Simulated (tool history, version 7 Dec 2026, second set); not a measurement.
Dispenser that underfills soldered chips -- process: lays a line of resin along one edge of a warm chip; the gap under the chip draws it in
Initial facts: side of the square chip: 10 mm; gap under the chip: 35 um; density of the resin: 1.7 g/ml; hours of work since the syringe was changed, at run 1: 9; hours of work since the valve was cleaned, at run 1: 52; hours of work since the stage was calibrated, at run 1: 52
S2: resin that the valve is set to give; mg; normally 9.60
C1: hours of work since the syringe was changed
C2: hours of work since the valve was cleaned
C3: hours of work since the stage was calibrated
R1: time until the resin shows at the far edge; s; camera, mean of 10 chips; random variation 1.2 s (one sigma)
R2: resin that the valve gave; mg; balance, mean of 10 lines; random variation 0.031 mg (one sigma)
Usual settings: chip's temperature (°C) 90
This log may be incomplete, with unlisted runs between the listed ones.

{"run": 1, "hour": 0.0, "chip's temperature (°C)": 90, "S2": 9.6, "C1": 9, "C2": 52, "C3": 52, "R1": 177.8, "R2": 9.3}
{"hour": 2.5, "done": "new syringe of resin"}
{"run": 2, "hour": 6.3, "chip's temperature (°C)": 90, "S2": 9.6, "C1": 2, "C2": 56, "C3": 56, "R1": 130.2, "R2": 9.25}
{"run": 3, "hour": 9.3, "chip's temperature (°C)": 76, "S2": 9.6, "C1": 4, "C2": 58, "C3": 58, "R1": 217.9, "R2": 9.22}
{"run": 4, "hour": 14.3, "chip's temperature (°C)": 90, "S2": 9.6, "C1": 8, "C2": 61, "C3": 61, "R1": 159.1, "R2": 9.19}
{"hour": 19.5, "done": "new syringe of resin"}
{"run": 5, "hour": 20.6, "chip's temperature (°C)": 90, "S2": 9.6, "C1": 1, "C2": 65, "C3": 65, "R1": 121.8, "R2": 9.16}
{"run": 6, "hour": 26.2, "chip's temperature (°C)": 90, "S2": 9.6, "C1": 4, "C2": 68, "C3": 68, "R1": 143.7, "R2": 9.19}
{"run": 7, "hour": 30.8, "chip's temperature (°C)": 90, "S2": 9.6, "C1": 7, "C2": 71, "C3": 71, "R1": 162.3, "R2": 9.14}
{"hour": 36.6, "done": "new syringe of resin"}
{"run": 8, "hour": 36.8, "chip's temperature (°C)": 90, "S2": 9.6, "C1": 0, "C2": 75, "C3": 75, "R1": 120.7, "R2": 9.1}
{"run": 9, "hour": 42.1, "chip's temperature (°C)": 90, "S2": 9.6, "C1": 4, "C2": 78, "C3": 78, "R1": 139.6, "R2": 9.09}
{"hour": 45.5, "done": "dispensing valve cleaned and set on the balance"}
{"run": 10, "hour": 47.5, "chip's temperature (°C)": 90, "S2": 9.6, "C1": 6, "C2": 1, "C3": 81, "R1": 151.6, "R2": 9.61}
{"run": 11, "hour": 52.2, "chip's temperature (°C)": 90, "S2": 8.43, "C1": 9, "C2": 4, "C3": 84, "R1": 178.2, "R2": 8.37}
{"hour": 54.7, "done": "new syringe of resin"}
{"run": 12, "hour": 59.7, "chip's temperature (°C)": 96, "S2": 8.43, "C1": 3, "C2": 9, "C3": 89, "R1": 115.3, "R2": 8.38}
{"run": 13, "hour": 64.0, "chip's temperature (°C)": 96, "S2": 8.43, "C1": 6, "C2": 12, "C3": 91, "R1": 126.4, "R2": 8.41}
{"run": 14, "hour": 70.2, "chip's temperature (°C)": 96, "S2": 8.43, "C1": 10, "C2": 16, "C3": 95, "R1": 150.2, "R2": 8.38}
{"hour": 71.5, "done": "new syringe of resin"}
{"run": 15, "hour": 75.6, "chip's temperature (°C)": 96, "S2": 8.31, "C1": 3, "C2": 19, "C3": 99, "R1": 112.7, "R2": 8.19}
{"run": 16, "hour": 81.7, "chip's temperature (°C)": 96, "S2": 8.31, "C1": 7, "C2": 23, "C3": 103, "R1": 131.3, "R2": 8.17}
{"hour": 88.2, "done": "new syringe of resin"}
{"run": 17, "hour": 89.0, "chip's temperature (°C)": 96, "S2": 8.31, "C1": 1, "C2": 27, "C3": 107, "R1": 102.7, "R2": 8.16}
{"run": 18, "hour": 95.6, "chip's temperature (°C)": 96, "S2": 12.44, "C1": 5, "C2": 31, "C3": 111, "R1": 116.0, "R2": 12.2}
{"run": 19, "hour": 98.5, "chip's temperature (°C)": 89, "S2": 9.1, "C1": 7, "C2": 33, "C3": 113, "R1": 161.8, "R2": 8.85}
{"run": 20, "hour": 102.5, "chip's temperature (°C)": 79, "S2": 12.33, "C1": 9, "C2": 36, "C3": 116, "R1": 243.8, "R2": 11.96}
{"hour": 104.8, "done": "new syringe of resin"}
{"run": 21, "hour": 107.0, "chip's temperature (°C)": 79, "S2": 12.33, "C1": 1, "C2": 39, "C3": 118, "R1": 174.5, "R2": 12.04}
{"run": 22, "hour": 112.9, "chip's temperature (°C)": 79, "S2": 12.33, "C1": 5, "C2": 42, "C3": 122, "R1": 204.0, "R2": 11.98}
{"run": 23, "hour": 119.0, "chip's temperature (°C)": 79, "S2": 12.33, "C1": 9, "C2": 46, "C3": 126, "R1": 241.4, "R2": 11.93}
{"hour": 121.8, "done": "new syringe of resin"}
{"run": 24, "hour": 122.7, "chip's temperature (°C)": 79, "S2": 12.33, "C1": 1, "C2": 48, "C3": 128, "R1": 166.7, "R2": 11.85}
{"run": 25, "hour": 129.6, "chip's temperature (°C)": 79, "S2": 12.33, "C1": 5, "C2": 53, "C3": 133, "R1": 197.9, "R2": 11.82}
{"run": 26, "hour": 134.3, "chip's temperature (°C)": 79, "S2": 12.33, "C1": 8, "C2": 56, "C3": 136, "R1": 227.9, "R2": 11.87}
{"hour": 138.6, "done": "new syringe of resin"}
{"run": 27, "hour": 140.4, "chip's temperature (°C)": 93, "S2": 11.38, "C1": 1, "C2": 59, "C3": 139, "R1": 111.0, "R2": 10.93}
{"run": 28, "hour": 146.1, "chip's temperature (°C)": 90, "S2": 9.57, "C1": 5, "C2": 63, "C3": 143, "R1": 146.0, "R2": 9.17}
{"run": 29, "hour": 150.7, "chip's temperature (°C)": 90, "S2": 8.72, "C1": 8, "C2": 66, "C3": 146, "R1": 162.5, "R2": 8.34}
{"run": 30, "hour": 153.7, "chip's temperature (°C)": 102, "S2": 8.47, "C1": 10, "C2": 68, "C3": 148, "R1": 125.2, "R2": 8.1}
{"hour": 155.6, "done": "new syringe of resin"}
{"run": 31, "hour": 160.6, "chip's temperature (°C)": 102, "S2": 8.47, "C1": 3, "C2": 72, "C3": 152, "R1": 95.2, "R2": 8.01}
{"run": 32, "hour": 167.2, "chip's temperature (°C)": 102, "S2": 8.47, "C1": 7, "C2": 76, "C3": 156, "R1": 114.5, "R2": 8.0}
{"run": 33, "hour": 171.6, "chip's temperature (°C)": 90, "S2": 8.78, "C1": 10, "C2": 79, "C3": 159, "R1": 181.8, "R2": 8.29}
{"hour": 172.2, "done": "new syringe of resin"}
{"hour": 173.8, "done": "dispensing valve cleaned and set on the balance"}
{"run": 34, "hour": 179.9, "chip's temperature (°C)": 94, "S2": 11.04, "C1": 4, "C2": 4, "C3": 164, "R1": 123.2, "R2": 10.99}
{"run": 35, "hour": 186.8, "chip's temperature (°C)": 105, "S2": 9.04, "C1": 9, "C2": 8, "C3": 168, "R1": 107.4, "R2": 8.9}
{"hour": 189.8, "done": "new syringe of resin"}
{"run": 36, "hour": 192.1, "chip's temperature (°C)": 78, "S2": 11.93, "C1": 1, "C2": 11, "C3": 171, "R1": 178.6, "R2": 11.72}

The logged runs with the hidden state left out (each run's random variation unchanged):
What the log doesn't record here: resin's viscosity, % of fresh resin's; dose that the valve gives, % of what is set; true chip temperature over the reading, C; drift of the gauge itself on fill_s, %; drift of the gauge itself on given_mg, %.
run=1 R1=117.9 R2=9.62
run=2 R1=117.4 R2=9.60
run=3 R1=181.2 R2=9.58
run=4 R1=116.0 R2=9.58
run=5 R1=116.8 R2=9.58
run=6 R1=118.5 R2=9.63
run=7 R1=118.6 R2=9.61
run=8 R1=117.3 R2=9.59
run=9 R1=117.8 R2=9.61
run=10 R1=114.7 R2=9.58
run=11 R1=118.7 R2=8.37
run=12 R1=100.8 R2=8.41
run=13 R1=98.6 R2=8.45
run=14 R1=99.3 R2=8.45
run=15 R1=101.1 R2=8.28
run=16 R1=99.9 R2=8.29
run=17 R1=100.0 R2=8.31
run=18 R1=95.2 R2=12.46
run=19 R1=122.5 R2=9.06
run=20 R1=166.1 R2=12.27
run=21 R1=162.5 R2=12.37
run=22 R1=162.0 R2=12.35
run=23 R1=163.1 R2=12.33
run=24 R1=163.1 R2=12.27
run=25 R1=160.9 R2=12.28
run=26 R1=163.3 R2=12.36
run=27 R1=105.9 R2=11.41
run=28 R1=119.0 R2=9.60
run=29 R1=116.8 R2=8.75
run=30 R1=83.0 R2=8.52
run=31 R1=82.3 R2=8.45
run=32 R1=82.7 R2=8.47
run=33 R1=116.9 R2=8.80
run=34 R1=102.7 R2=11.08
run=35 R1=74.2 R2=9.00
run=36 R1=166.5 R2=11.88
